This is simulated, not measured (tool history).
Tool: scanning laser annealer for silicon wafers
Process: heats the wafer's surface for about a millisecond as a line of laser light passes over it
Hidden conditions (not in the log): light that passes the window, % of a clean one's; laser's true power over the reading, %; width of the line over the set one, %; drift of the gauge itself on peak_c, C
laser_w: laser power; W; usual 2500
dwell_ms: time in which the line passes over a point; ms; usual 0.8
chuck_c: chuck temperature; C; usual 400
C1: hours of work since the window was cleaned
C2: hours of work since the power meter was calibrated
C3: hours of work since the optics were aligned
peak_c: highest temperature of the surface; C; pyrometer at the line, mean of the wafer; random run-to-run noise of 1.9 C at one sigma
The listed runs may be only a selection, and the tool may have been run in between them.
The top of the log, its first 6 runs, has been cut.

Run 7, hour 221.7: usual settings but dwell_ms 0.727 ms; C1 258; C2 1009; C3 1102. Result: peak_c 1067 C.
Run 8, hour 255.9: usual settings but dwell_ms 0.727 ms; C1 280; C2 1032; C3 1125. Result: peak_c 1069 C.
Run 9, hour 291.1: usual settings; C1 304; C2 1055; C3 1148. Result: peak_c 1102 C.
Run 10, hour 323.9: usual settings; C1 326; C2 1077; C3 1170. Result: peak_c 1105 C.
Run 11, hour 345.4: usual settings; C1 340; C2 1091; C3 1184. Result: peak_c 1100 C.
Run 12, hour 380.6: usual settings but laser_w 2129 W; C1 363; C2 1115; C3 1208. Result: peak_c 998 C.
Run 13, hour 406.1: usual settings but laser_w 2129 W; C1 380; C2 1132; C3 1225. Result: peak_c 999 C.
Run 14, hour 438.5: usual settings but laser_w 2129 W; C1 402; C2 1153; C3 1246. Result: peak_c 1001 C.
Run 15, hour 475.4: usual settings but laser_w 2129 W, dwell_ms 0.57 ms; C1 426; C2 1178; C3 1271. Result: peak_c 893 C.
Run 16, hour 495.1: usual settings but dwell_ms 0.76 ms; C1 439; C2 1191; C3 1284. Result: peak_c 1079 C.
Run 17, hour 527.2: usual settings but dwell_ms 0.76 ms; C1 461; C2 1212; C3 1305. Result: peak_c 1076 C.
Run 18, hour 567.5: usual settings but dwell_ms 0.76 ms; C1 487; C2 1239; C3 1332. Result: peak_c 1077 C.
Run 19, hour 590: usual settings but dwell_ms 0.68 ms; C1 502; C2 1254; C3 1347. Result: peak_c 1032 C.
Run 20, hour 615.2: usual settings but dwell_ms 0.68 ms; C1 519; C2 1271; C3 1364. Result: peak_c 1034 C.
Run 21, hour 653.2: usual settings but dwell_ms 0.68 ms; C1 544; C2 1296; C3 1389. Result: peak_c 1032 C.
Run 22, hour 679.4: usual settings but laser_w 2545 W, dwell_ms 0.575 ms; C1 562; C2 1313; C3 1406. Result: peak_c 983 C.

What will run 23 give?
Run 23, hour 702.5: usual settings but laser_w 2178 W, dwell_ms 0.67 ms, chuck_c 439 C; C1 577; C2 1329; C3 1422. Result: peak_c ?.

{"run 23": {"peak_c": 988}}
With the hidden condition absent and the run-to-run variation left alone, this run would have shown peak_c 1014 C.

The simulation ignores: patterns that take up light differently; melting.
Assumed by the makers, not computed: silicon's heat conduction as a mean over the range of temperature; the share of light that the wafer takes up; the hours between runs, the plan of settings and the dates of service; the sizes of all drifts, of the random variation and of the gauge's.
